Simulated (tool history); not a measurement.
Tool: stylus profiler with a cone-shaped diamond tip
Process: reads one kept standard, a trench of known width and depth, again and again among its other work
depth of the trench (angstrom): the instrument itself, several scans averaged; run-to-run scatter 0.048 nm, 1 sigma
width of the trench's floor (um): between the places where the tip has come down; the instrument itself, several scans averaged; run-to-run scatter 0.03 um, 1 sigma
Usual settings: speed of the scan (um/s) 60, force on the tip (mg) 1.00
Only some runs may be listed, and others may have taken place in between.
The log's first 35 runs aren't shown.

run	hour	speed of the scan (um/s)	force on the tip (mg)	depth of the trench (angstrom)	width of the trench's floor (um)
36	670.6	233	0.75	1004.3	96.13
37	682.3	233	0.75	1004.5	96.17
38	702.3	70	1.55	1007.4	98.11
39	730.0	103	0.58	1004.5	97.42
40	749.5	85	2.43	1012.6	98.12
41	775.5	85	2.43	1011.5	98.11
42	790.5	15	1.93	1009.8	98.48
43	809.0	15	1.93	1009.6	98.55
44	824.7	15	1.93	1010.3	98.50
45	840.8	51	2.20	1011.4	98.24
46	853.5	16	1.44	1008.9	98.48

Below are 5 alternative next runs, each starting from the tool's condition after run 46. Predict each:
A	876.5	30	2.52	?	?
B	876.5	60	0.90	?	?
C	876.5	60	2.90	?	?
D	876.5	27	1.44	?	?
E	876.5	53	1.00	?	?

run	depth of the trench (angstrom)	width of the trench's floor (um)
A	1012.5	98.43
B	1006.2	97.99
C	1013.9	98.21
D	1007.3	98.37
E	1006.2	98.10
Without the tool's unlogged condition, the same runs would have read:
run	depth of the trench (angstrom)	width of the trench's floor (um)
A	1012.6	98.44
B	1006.3	98.00
C	1014.0	98.21
D	1007.4	98.38
E	1006.3	98.11
